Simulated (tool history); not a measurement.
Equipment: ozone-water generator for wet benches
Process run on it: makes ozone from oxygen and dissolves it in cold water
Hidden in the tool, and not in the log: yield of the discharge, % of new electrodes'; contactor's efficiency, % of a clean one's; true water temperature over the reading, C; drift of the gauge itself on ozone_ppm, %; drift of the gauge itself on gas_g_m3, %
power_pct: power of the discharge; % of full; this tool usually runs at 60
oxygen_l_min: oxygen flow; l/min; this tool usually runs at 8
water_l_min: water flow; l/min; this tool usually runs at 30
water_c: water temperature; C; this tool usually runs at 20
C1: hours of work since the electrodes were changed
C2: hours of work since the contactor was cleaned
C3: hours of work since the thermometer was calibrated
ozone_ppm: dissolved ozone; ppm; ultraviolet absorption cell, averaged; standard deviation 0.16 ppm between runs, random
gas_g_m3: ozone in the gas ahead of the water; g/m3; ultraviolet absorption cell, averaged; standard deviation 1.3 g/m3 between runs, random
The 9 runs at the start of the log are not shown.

Run 10, hour 408.7: usual settings but water_l_min 28 l/min; C1 2980; C2 633; C3 2994. Result: ozone_ppm 20.9 ppm, gas_g_m3 227.7 g/m3.
Run 11, hour 471.2: usual settings but water_l_min 28 l/min; C1 3040; C2 693; C3 3054. Result: ozone_ppm 20.9 ppm, gas_g_m3 230.1 g/m3.
Run 12, hour 531.2: usual settings but oxygen_l_min 12.92 l/min; C1 3098; C2 750; C3 3112. Result: ozone_ppm 20.6 ppm, gas_g_m3 192.7 g/m3.
Run 13, hour 569.7: usual settings but oxygen_l_min 12.92 l/min; C1 3135; C2 787; C3 3149. Result: ozone_ppm 20.9 ppm, gas_g_m3 193.6 g/m3.
Run 14, hour 603: usual settings but oxygen_l_min 12.92 l/min; C1 3167; C2 819; C3 3181. Result: ozone_ppm 20.7 ppm, gas_g_m3 192 g/m3.
Run 15, hour 644.1: usual settings; C1 3206; C2 859; C3 3220. Result: ozone_ppm 19.6 ppm, gas_g_m3 228.7 g/m3.
Run 16, hour 680.6: usual settings; C1 3241; C2 894; C3 3255. Result: ozone_ppm 19.3 ppm, gas_g_m3 226.5 g/m3.
Run 17, hour 709.3: usual settings; C1 3269; C2 921; C3 3283. Result: ozone_ppm 19.3 ppm, gas_g_m3 225.4 g/m3.
Run 18, hour 746.6: usual settings but power_pct 52 % of full, oxygen_l_min 7.4 l/min; C1 3305; C2 957; C3 3319. Result: ozone_ppm 17.4 ppm, gas_g_m3 210 g/m3.
Run 19, hour 787.3: usual settings but water_l_min 32 l/min; C1 3344; C2 996; C3 3358. Result: ozone_ppm 18.5 ppm, gas_g_m3 225.3 g/m3.
Run 20, hour 826.3: usual settings but power_pct 42 % of full, oxygen_l_min 11.69 l/min, water_l_min 35 l/min; C1 3381; C2 1034; C3 3395. Result: ozone_ppm 14.2 ppm, gas_g_m3 157.2 g/m3.
Run 21, hour 868.1: usual settings but power_pct 87 % of full; C1 3421; C2 1074; C3 3436. Result: ozone_ppm 24.2 ppm, gas_g_m3 282.6 g/m3.
Run 22, hour 938.7: usual settings but power_pct 87 % of full; C1 3489; C2 1142; C3 3503. Result: ozone_ppm 24.3 ppm, gas_g_m3 283.7 g/m3.
Run 23, hour 992.3: usual settings but power_pct 59 % of full, oxygen_l_min 8.48 l/min, water_l_min 19 l/min, water_c 19 C; C1 3541; C2 1193; C3 3555. Result: ozone_ppm 28.6 ppm, gas_g_m3 220.4 g/m3.
Run 24, hour 1022.2: usual settings but power_pct 59 % of full, oxygen_l_min 8.48 l/min, water_l_min 19 l/min, water_c 19 C; C1 3569; C2 1222; C3 3584. Result: ozone_ppm 28.5 ppm, gas_g_m3 216.9 g/m3.
Run 25, hour 1061.4: usual settings but water_c 25 C; C1 3607; C2 1260; C3 3621. Result: ozone_ppm 17.6 ppm, gas_g_m3 225.6 g/m3.
Run 26, hour 1109.9: usual settings but power_pct 89 % of full, water_l_min 21 l/min; C1 3654; C2 1306; C3 3668. Result: ozone_ppm 33 ppm, gas_g_m3 285.1 g/m3.
Run 27, hour 1170.3: usual settings but power_pct 95 % of full, oxygen_l_min 8.94 l/min, water_l_min 21 l/min; C1 3712; C2 1364; C3 3726. Result: ozone_ppm 34.4 ppm, gas_g_m3 285.1 g/m3.
Run 28, hour 1212.5: usual settings but power_pct 83 % of full, oxygen_l_min 10.38 l/min, water_l_min 48 l/min, water_c 16 C; C1 3752; C2 1405; C3 3766. Result: ozone_ppm 16.1 ppm, gas_g_m3 249.6 g/m3.
Run 29, hour 1267.1: usual settings but oxygen_l_min 5.53 l/min, water_l_min 26 l/min, water_c 15 C; C1 3805; C2 1457; C3 3819. Result: ozone_ppm 21.2 ppm, gas_g_m3 253.3 g/m3.
Run 30, hour 1316.4: usual settings but oxygen_l_min 4.94 l/min, water_l_min 26 l/min, water_c 15 C; C1 3852; C2 1505; C3 3866. Result: ozone_ppm 20.5 ppm, gas_g_m3 263 g/m3.

Run 31 comes next. What will it give?
Run 31, hour 1382.9: usual settings but water_l_min 24 l/min, water_c 12 C; C1 3916; C2 1569; C3 3930. Result: ozone_ppm ?, gas_g_m3 ?.

ozone_ppm: 26.2 ppm
gas_g_m3: 220.6 g/m3
Without the tool's hidden state the same run would have given ozone_ppm 30.1 ppm, gas_g_m3 247.4 g/m3.
